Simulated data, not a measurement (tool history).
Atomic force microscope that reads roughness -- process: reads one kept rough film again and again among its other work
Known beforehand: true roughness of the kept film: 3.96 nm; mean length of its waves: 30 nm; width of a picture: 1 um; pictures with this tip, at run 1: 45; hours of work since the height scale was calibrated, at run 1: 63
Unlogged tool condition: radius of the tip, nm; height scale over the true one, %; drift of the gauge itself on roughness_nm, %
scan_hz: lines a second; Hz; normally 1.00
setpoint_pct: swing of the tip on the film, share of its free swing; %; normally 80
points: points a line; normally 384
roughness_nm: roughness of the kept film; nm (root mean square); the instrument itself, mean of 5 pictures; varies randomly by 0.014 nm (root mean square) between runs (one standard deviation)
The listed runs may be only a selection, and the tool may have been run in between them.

run  hour  scan_hz  setpoint_pct  points  pictures with this tip  hours of work since the height scale was calibrated  roughness_nm
  1   0.0     1.00            80     384                      45                                                   63         3.107
      8.8  -- new tip fitted
  2   8.9     1.00            80     327                       0                                                   70         3.328
  3  14.2     1.00            80     327                      12                                                   73         3.257
  4  19.0     1.00            80     327                      23                                                   77         3.209
  5  26.3     1.00            80     327                      40                                                   82         3.122
  6  32.5     1.00            59     327                      54                                                   86         3.183
     37.4  -- new tip fitted
  7  41.8     1.00            59     327                      10                                                   93         3.378
  8  47.6     1.00            59     592                      23                                                   97         3.315
  9  55.0     1.20            56     592                      40                                                  102         3.249
 10  61.0     0.86            87     356                      54                                                  107         3.032
     65.9  -- new tip fitted
 11  67.3     0.84            81     610                       3                                                  111         3.341
 12  71.3     1.00            65     384                      12                                                  114         3.347

Consider 4 possible next runs. They are alternatives, not a sequence: every one starts from the tool as it was left by run 12. What does each give?
  A  76.4     1.29            65     384                      24                                                  117             ?
  B  76.4     1.16            66     442                      24                                                  117             ?
  C  76.4     1.16            80     376                      24                                                  117             ?
  D  76.4     1.14            72     372                      24                                                  117             ?

run  roughness_nm
  A         3.249
  B         3.246
  C         3.184
  D         3.228
Without the tool's hidden state the same runs would have given:
run  roughness_nm
  A         3.399
  B         3.396
  C         3.331
  D         3.376
